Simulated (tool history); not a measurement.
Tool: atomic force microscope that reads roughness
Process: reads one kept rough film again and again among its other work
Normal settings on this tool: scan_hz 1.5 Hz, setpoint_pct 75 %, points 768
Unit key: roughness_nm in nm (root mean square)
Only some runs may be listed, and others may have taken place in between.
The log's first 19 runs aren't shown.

run	hour	scan_hz	setpoint_pct	points	roughness_nm
20	155	0.58	75	290	2.159
21	166.4	1.32	82	768	2.013
22	176.1	1.5	60	402	2.191
23	181.4	1.5	60	402	2.17
24	192.5	1.29	75	621	2.101
25	198	1.29	75	621	2.108
# hour 203: new tip fitted
26	206.7	1.5	65	889	2.186
27	214.3	1.5	75	404	2.038
28	222.6	1.5	58	983	2.224
29	227.6	1.23	90	547	1.927
30	238	1.23	60	267	2.169
31	248.2	1.03	71	684	2.167
32	254.4	1.03	70	889	2.186
33	264.6	1.5	70	294	2.085
34	270.1	1.5	70	294	2.091

Here are 4 independent what-if runs from the current tool condition. What would each one return?
A	277.8	2.48	74	403	?
B	277.8	1.34	56	436	?
C	277.8	0.71	68	310	?
D	277.8	1.5	75	1016	?

run	roughness_nm
A	1.945
B	2.25
C	2.213
D	2.073
Take away the tool's hidden state, keep each run's random variation, and the runs would have read:
run	roughness_nm
A	1.947
B	2.252
C	2.216
D	2.075
